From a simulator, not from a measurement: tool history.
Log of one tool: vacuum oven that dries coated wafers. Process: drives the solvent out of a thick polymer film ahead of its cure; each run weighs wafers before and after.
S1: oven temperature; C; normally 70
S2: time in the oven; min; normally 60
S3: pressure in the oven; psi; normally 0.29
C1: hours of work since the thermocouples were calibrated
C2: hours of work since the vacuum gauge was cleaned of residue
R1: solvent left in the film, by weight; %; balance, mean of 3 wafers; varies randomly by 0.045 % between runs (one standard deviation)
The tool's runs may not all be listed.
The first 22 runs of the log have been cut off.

| run | hour | S1 | S2 | S3 | C1 | C2 | R1 |
|---|---|---|---|---|---|---|---|
| 23 | 489.5 | 71 | 93 | 0.809 | 119 | 1157 | 2.54 |
| 24 | 509 | 68 | 60 | 0.29 | 133 | 1171 | 2.93 |
| 25 | 522 | 55 | 38 | 0.226 | 143 | 1181 | 9.28 |
| 26 | 552.4 | 55 | 35 | 0.381 | 165 | 1203 | 10.01 |
| 27 | 583 | 70 | 83 | 0.29 | 187 | 1225 | 1.53 |
| 28 | 611.3 | 70 | 83 | 0.29 | 208 | 1246 | 1.53 |
| 29 | 639.9 | 63 | 69 | 0.29 | 229 | 1267 | 4.03 |
| 30 | 663.1 | 63 | 69 | 0.29 | 246 | 1284 | 4.24 |
| 31 | 690.6 | 70 | 66 | 0.294 | 266 | 1304 | 2.02 |
| 32 | 712.6 | 71 | 46 | 0.244 | 282 | 1320 | 2.69 |
| 33 | 732.3 | 66 | 56 | 0.728 | 297 | 1335 | 5.11 |

Consider 3 possible next runs. They are alternatives, not a sequence: every one starts from the tool as it was left by run 33. What does each give?
| A | 761.5 | 79 | 72 | 0.189 | 318 | 1356 | ? |
| B | 761.5 | 59 | 49 | 0.326 | 318 | 1356 | ? |
| C | 761.5 | 67 | 56 | 0.155 | 318 | 1356 | ? |

| run | R1 |
|---|---|
| A | 0.47 |
| B | 7.19 |
| C | 3.1 |
What these runs would have given with no unlogged condition in the tool:
| run | R1 |
|---|---|
| A | 0.46 |
| B | 7.17 |
| C | 3.08 |
